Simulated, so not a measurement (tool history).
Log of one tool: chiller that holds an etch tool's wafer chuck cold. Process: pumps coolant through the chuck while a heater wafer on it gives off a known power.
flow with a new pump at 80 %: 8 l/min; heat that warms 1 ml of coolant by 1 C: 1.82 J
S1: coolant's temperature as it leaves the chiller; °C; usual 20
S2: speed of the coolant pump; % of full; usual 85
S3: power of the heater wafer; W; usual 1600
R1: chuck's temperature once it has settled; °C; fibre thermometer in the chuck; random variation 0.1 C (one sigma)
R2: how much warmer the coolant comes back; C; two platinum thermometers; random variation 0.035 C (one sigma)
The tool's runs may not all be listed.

run 1 day=0.000 | S1=20 S2=85 S3=1600 | R1=31.3 R2=6.46
run 2 day=4.162 | S1=17 S2=85 S3=1600 | R1=28.3 R2=6.55
-- day=7.867 chiller's thermometer calibrated
run 3 day=8.925 | S1=17 S2=85 S3=1600 | R1=28.9 R2=6.57
run 4 day=12.346 | S1=20 S2=80 S3=1600 | R1=32.8 R2=7.05
run 5 day=14.496 | S1=20 S2=80 S3=1600 | R1=32.8 R2=7.01
run 6 day=18.288 | S1=20 S2=80 S3=1600 | R1=32.8 R2=7.06
run 7 day=23.321 | S1=20 S2=80 S3=1600 | R1=32.7 R2=7.08
run 8 day=27.312 | S1=20 S2=85 S3=1600 | R1=32.2 R2=6.62
run 9 day=31.696 | S1=20 S2=85 S3=1600 | R1=32.3 R2=6.68
run 10 day=33.838 | S1=20 S2=85 S3=1600 | R1=32.3 R2=6.66
run 11 day=36.008 | S1=20 S2=85 S3=1192 | R1=29.2 R2=5.01
run 12 day=38.221 | S1=20 S2=85 S3=1192 | R1=29.1 R2=4.94
run 13 day=42.217 | S1=20 S2=85 S3=1192 | R1=29.1 R2=4.95
run 14 day=46.846 | S1=20 S2=85 S3=1192 | R1=29.1 R2=4.93
run 15 day=49.708 | S1=14 S2=85 S3=1600 | R1=26.3 R2=6.70
run 16 day=52.038 | S1=14 S2=87 S3=1113 | R1=22.4 R2=4.51
run 17 day=56.225 | S1=29 S2=75 S3=2140 | R1=47.5 R2=10.34
run 18 day=59.350 | S1=20 S2=81 S3=1600 | R1=33.0 R2=7.05
run 19 day=61.829 | S1=24 S2=67 S3=1600 | R1=39.2 R2=8.72
run 20 day=64.275 | S1=24 S2=67 S3=1600 | R1=39.3 R2=8.75
run 21 day=69.442 | S1=12 S2=85 S3=1600 | R1=24.5 R2=6.83
run 22 day=72.288 | S1=12 S2=85 S3=1600 | R1=24.5 R2=6.76
run 23 day=76.200 | S1=25 S2=89 S3=1350 | R1=35.1 R2=5.40
run 24 day=79.579 | S1=15 S2=63 S3=1351 | R1=28.7 R2=7.99
run 25 day=83.592 | S1=12 S2=72 S3=815 | R1=19.4 R2=4.11
run 26 day=86.017 | S1=12 S2=61 S3=815 | R1=20.4 R2=4.95
run 27 day=90.125 | S1=12 S2=61 S3=815 | R1=20.4 R2=4.93
run 28 day=93.271 | S1=12 S2=61 S3=815 | R1=20.4 R2=5.01
run 29 day=95.721 | S1=12 S2=61 S3=815 | R1=20.5 R2=5.00

5 ways to go on from here, each from the tool as it stands after run 29. What would each give?
run A day=100.029 | S1=20 S2=67 S3=1600 | R1=? R2=?
run B day=100.029 | S1=12 S2=64 S3=1600 | R1=? R2=?
run C day=100.029 | S1=11 S2=68 S3=855 | R1=? R2=?
run D day=100.029 | S1=20 S2=89 S3=815 | R1=? R2=?
run E day=100.029 | S1=21 S2=98 S3=2272 | R1=? R2=?

run=A R1=35.7 R2=8.82
run=B R1=28.3 R2=9.39
run=C R1=18.9 R2=4.66
run=D R1=25.9 R2=3.30
run=E R1=37.3 R2=8.33
Without the tool's hidden state the same runs would have given:
run=A R1=33.5 R2=7.97
run=B R1=26.1 R2=8.49
run=C R1=18.0 R2=4.22
run=D R1=25.2 R2=2.98
run=E R1=34.9 R2=7.54
